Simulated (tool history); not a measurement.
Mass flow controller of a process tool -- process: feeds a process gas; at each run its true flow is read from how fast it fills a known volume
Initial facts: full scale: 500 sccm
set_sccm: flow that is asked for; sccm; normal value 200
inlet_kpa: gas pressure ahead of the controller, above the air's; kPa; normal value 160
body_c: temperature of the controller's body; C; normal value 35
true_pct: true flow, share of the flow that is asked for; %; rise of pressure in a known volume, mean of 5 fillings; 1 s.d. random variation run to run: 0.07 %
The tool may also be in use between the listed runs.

Run 1, day 0: usual settings. Result: true_pct 97.81 %.
Run 2, day 10.783: usual settings. Result: true_pct 97.63 %.
Run 3, day 23.158: usual settings. Result: true_pct 97.58 %.
Run 4, day 31.954: usual settings. Result: true_pct 97.67 %.
Run 5, day 43.671: usual settings. Result: true_pct 97.77 %.
Run 6, day 54.179: usual settings but inlet_kpa 202 kPa. Result: true_pct 97.61 %.
Run 7, day 65.671: usual settings but body_c 22 C. Result: true_pct 98.31 %.
Run 8, day 74.988: usual settings but body_c 22 C. Result: true_pct 98.51 %.
Run 9, day 83.504: usual settings. Result: true_pct 97.77 %.
Run 10, day 91.092: usual settings. Result: true_pct 97.66 %.
Run 11, day 105.171: usual settings. Result: true_pct 97.69 %.
Run 12, day 119.612: usual settings but set_sccm 133 sccm. Result: true_pct 97.27 %.
Run 13, day 127.2: usual settings but inlet_kpa 208 kPa, body_c 33 C. Result: true_pct 97.68 %.
Run 14, day 139.721: usual settings but set_sccm 68 sccm, inlet_kpa 227 kPa, body_c 31 C. Result: true_pct 96.92 %.
Run 15, day 149.35: usual settings but set_sccm 436 sccm, inlet_kpa 196 kPa. Result: true_pct 99 %.
Run 16, day 161.642: usual settings but set_sccm 285 sccm, inlet_kpa 218 kPa, body_c 32 C. Result: true_pct 98.22 %.
Run 17, day 173.333: usual settings but set_sccm 78 sccm, inlet_kpa 170 kPa, body_c 30 C. Result: true_pct 97.16 %.
Run 18, day 182.071: usual settings but set_sccm 78 sccm, inlet_kpa 170 kPa, body_c 30 C. Result: true_pct 97.23 %.
At day 195.338: controller's zero set anew.
Run 19, day 195.338: usual settings but set_sccm 78 sccm, inlet_kpa 170 kPa, body_c 30 C. Result: true_pct 97.24 %.
Run 20, day 203.954: usual settings but set_sccm 328 sccm. Result: true_pct 98.48 %.
Run 21, day 218.133: usual settings but set_sccm 328 sccm. Result: true_pct 98.5 %.
Run 22, day 232.342: usual settings but set_sccm 244 sccm, body_c 21 C. Result: true_pct 98.66 %.
At day 244.438: controller exchanged for a calibrated one.
Run 23, day 245.046: usual settings but set_sccm 373 sccm, body_c 28 C. Result: true_pct 99.01 %.

Predict each of these 4 candidate next runs independently; none follows another, all start after run 23:
Run A, day 252.875: usual settings but set_sccm 354 sccm, inlet_kpa 248 kPa, body_c 25 C. Result: true_pct ?.
Run B, day 252.875: usual settings but set_sccm 89 sccm. Result: true_pct ?.
Run C, day 252.875: usual settings but set_sccm 178 sccm, inlet_kpa 173 kPa, body_c 34 C. Result: true_pct ?.
Run D, day 252.875: usual settings but set_sccm 343 sccm, inlet_kpa 208 kPa, body_c 31 C. Result: true_pct ?.

run  true_pct
  A        99
  B     96.93
  C     97.62
  D     98.65
Without the tool's unlogged condition, the same runs would have read:
run  true_pct
  A        99
  B     96.93
  C     97.62
  D     98.65
